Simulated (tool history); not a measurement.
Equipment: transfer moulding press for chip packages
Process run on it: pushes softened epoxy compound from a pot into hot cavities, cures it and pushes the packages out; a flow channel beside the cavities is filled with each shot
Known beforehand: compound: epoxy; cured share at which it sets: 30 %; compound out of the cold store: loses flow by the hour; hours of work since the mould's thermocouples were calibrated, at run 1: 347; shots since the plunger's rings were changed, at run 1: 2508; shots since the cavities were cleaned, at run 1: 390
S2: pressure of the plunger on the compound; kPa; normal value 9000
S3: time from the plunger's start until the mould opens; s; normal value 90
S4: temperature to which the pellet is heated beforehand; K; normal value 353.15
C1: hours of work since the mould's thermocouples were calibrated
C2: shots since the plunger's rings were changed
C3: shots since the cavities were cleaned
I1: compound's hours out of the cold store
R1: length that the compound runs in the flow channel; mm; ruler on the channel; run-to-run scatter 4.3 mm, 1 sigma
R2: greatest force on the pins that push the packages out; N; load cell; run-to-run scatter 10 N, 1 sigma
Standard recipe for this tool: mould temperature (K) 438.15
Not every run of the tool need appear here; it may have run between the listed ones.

Run 1, hour 0.0: usual settings; C1 347; C2 2508; C3 390; I1 19.7. Result: R1 960 mm, R2 555 N.
Run 2, hour 21.1: usual settings; C1 356; C2 2665; C3 547; I1 45.7. Result: R1 880 mm, R2 564 N.
Run 3, hour 42.4: usual settings; C1 364; C2 2824; C3 706; I1 34.3. Result: R1 912 mm, R2 565 N.
Run 4, hour 60.6: usual settings; C1 371; C2 2960; C3 842; I1 23.3. Result: R1 948 mm, R2 604 N.
At hour 83.5: cavities cleaned with cleaning compound and waxed.
Run 5, hour 83.7: usual settings but S2 7280 kPa; C1 380; C2 3121; C3 2; I1 18.5. Result: R1 865 mm, R2 639 N.
Run 6, hour 95.4: usual settings but S2 7280 kPa; C1 385; C2 3208; C3 89; I1 32.6. Result: R1 826 mm, R2 642 N.
Run 7, hour 116.3: usual settings but S2 7280 kPa; C1 393; C2 3364; C3 245; I1 31.9. Result: R1 827 mm, R2 666 N.
Run 8, hour 130.0: usual settings but S2 7280 kPa; C1 399; C2 3466; C3 347; I1 14.1. Result: R1 886 mm, R2 663 N.
Run 9, hour 156.7: usual settings but S2 7280 kPa; C1 409; C2 3665; C3 546; I1 29.0. Result: R1 834 mm, R2 666 N.
Run 10, hour 171.4: usual settings; C1 415; C2 3775; C3 656; I1 39.4. Result: R1 886 mm, R2 640 N.
Run 11, hour 194.6: usual settings; C1 424; C2 3948; C3 829; I1 45.0. Result: R1 873 mm, R2 679 N.
At hour 207.6: cavities cleaned with cleaning compound and waxed, once more.
Run 12, hour 213.9: usual settings; C1 431; C2 4081; C3 47; I1 42.3. Result: R1 875 mm, R2 461 N.
At hour 218.5: plunger's sealing rings changed.
Run 13, hour 230.3: usual settings; C1 437; C2 89; C3 151; I1 29.2. Result: R1 949 mm, R2 480 N.
Run 14, hour 250.3: usual settings but S2 10860 kPa; C1 445; C2 238; C3 300; I1 41.2. Result: R1 1005 mm, R2 545 N.
At hour 267.1: mould's thermocouples calibrated.
Run 15, hour 273.3: usual settings but S2 8040 kPa; C1 2; C2 395; C3 457; I1 27.6. Result: R1 910 mm, R2 597 N.
Run 16, hour 299.3: usual settings but S2 8040 kPa; C1 13; C2 589; C3 651; I1 8.1. Result: R1 971 mm, R2 626 N.
Run 17, hour 313.0: usual settings but mould temperature (K) 437.15, S3 122 s; C1 18; C2 691; C3 753; I1 24.3. Result: R1 974 mm, R2 534 N.
Run 18, hour 332.4: usual settings but mould temperature (K) 442.15, S3 118 s, S4 350.15 K; C1 26; C2 835; C3 897; I1 29.2. Result: R1 936 mm, R2 534 N.
At hour 347.8: cavities cleaned with cleaning compound and waxed.
Run 19, hour 361.8: usual settings but mould temperature (K) 442.15, S3 118 s, S4 350.15 K; C1 37; C2 1043; C3 104; I1 19.8. Result: R1 975 mm, R2 433 N.
Run 20, hour 388.5: usual settings but S2 6810 kPa; C1 48; C2 1242; C3 303; I1 33.5. Result: R1 810 mm, R2 538 N.
Run 21, hour 401.1: usual settings but S4 356.15 K; C1 53; C2 1336; C3 397; I1 10.4. Result: R1 1010 mm, R2 575 N.
Run 22, hour 422.7: usual settings but mould temperature (K) 440.15, S2 7450 kPa, S4 357.15 K; C1 62; C2 1497; C3 558; I1 33.0. Result: R1 842 mm, R2 547 N.
Run 23, hour 442.9: usual settings but mould temperature (K) 435.15, S2 9080 kPa, S4 350.15 K; C1 70; C2 1648; C3 709; I1 27.2. Result: R1 971 mm, R2 734 N.
Run 24, hour 469.8: usual settings but mould temperature (K) 435.15, S2 9720 kPa, S3 96 s, S4 350.15 K; C1 81; C2 1849; C3 910; I1 42.3. Result: R1 952 mm, R2 637 N.
At hour 483.6: cavities cleaned with cleaning compound and waxed.
Run 25, hour 491.3: usual settings but mould temperature (K) 435.15, S2 9720 kPa, S3 96 s, S4 350.15 K; C1 88; C2 1998; C3 57; I1 30.4. Result: R1 992 mm, R2 524 N.
Run 26, hour 508.0: usual settings but mould temperature (K) 431.15, S2 9720 kPa, S3 120 s, S4 350.15 K; C1 95; C2 2122; C3 181; I1 8.6. Result: R1 1090 mm, R2 510 N.

Run 27, settings as shown, results not yet in. Your forecast:
Run 27, hour 530.8: usual settings but mould temperature (K) 431.15, S2 7540 kPa, S3 122 s, S4 350.15 K; C1 104; C2 2293; C3 352; I1 14.8. Result: R1 ?, R2 ?.

{"run 27": {"R1": 935, "R2": 532}}
Without the tool's hidden state the same run would have given R1 953 mm, R2 442 N.

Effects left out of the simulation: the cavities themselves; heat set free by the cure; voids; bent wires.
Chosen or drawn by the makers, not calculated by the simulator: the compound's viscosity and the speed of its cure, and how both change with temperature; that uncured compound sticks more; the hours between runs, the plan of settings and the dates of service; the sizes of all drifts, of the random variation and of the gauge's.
